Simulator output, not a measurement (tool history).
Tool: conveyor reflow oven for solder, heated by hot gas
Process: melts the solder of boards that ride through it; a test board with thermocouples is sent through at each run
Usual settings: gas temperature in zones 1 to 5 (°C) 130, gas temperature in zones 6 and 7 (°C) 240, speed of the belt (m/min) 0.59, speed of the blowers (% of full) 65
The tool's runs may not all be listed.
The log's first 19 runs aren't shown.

run	hour	gas temperature in zones 1 to 5 (°C)	gas temperature in zones 6 and 7 (°C)	speed of the belt (m/min)	speed of the blowers (% of full)	hours of work since the flux was cleaned out	hours of work since the belt drive was overhauled	hours of work since the thermocouples were changed	highest temperature of the board (°C)	time above the solder's melting point (s)
20	919.9	136	236	0.693	65	153	920	976	210.5	38
21	970	136	236	0.693	65	180	947	1003	210.1	38.5
22	1006.9	136	236	0.693	65	200	967	1023	209.7	37.8
23	1056.6	136	252	0.48	82	227	994	1050	240.6	80.3
24	1091.9	130	255	0.7	65	246	1013	1069	223.4	45.5
25	1131.6	130	240	0.676	72	268	1034	1091	214.8	41.9
26	1196.6	130	253	0.671	65	303	1069	1126	223.2	47.6
27	1233.9	134	232	0.476	56	323	1090	1146	216.9	64.6
# hour 1289.6: flux residue cleaned out of gas plates and filters
28	1291.4	134	232	0.476	56	1	1118	1174	216.7	64
29	1337.1	130	240	0.59	73	26	1143	1199	220.4	53.2
30	1404.8	123	243	0.69	63	62	1179	1236	212.6	36.3
31	1442.6	123	250	0.69	65	83	1200	1256	217.9	40.5
32	1511.8	130	250	0.646	80	120	1237	1294	227.5	52.1

Forecast each of these 3 alternatives for the next run:
A	1561.9	124	230	0.59	65	147	1264	1321	?	?
B	1561.9	130	238	0.59	65	147	1264	1321	?	?
C	1561.9	130	231	0.707	80	147	1264	1321	?	?

run	highest temperature of the board (°C)	time above the solder's melting point (s)
A	208.7	41.6
B	216.6	49.8
C	208.2	34.7
Without the tool's hidden state the same runs would have given:
run	highest temperature of the board (°C)	time above the solder's melting point (s)
A	208.6	41.4
B	216.5	49.6
C	208.1	34.6
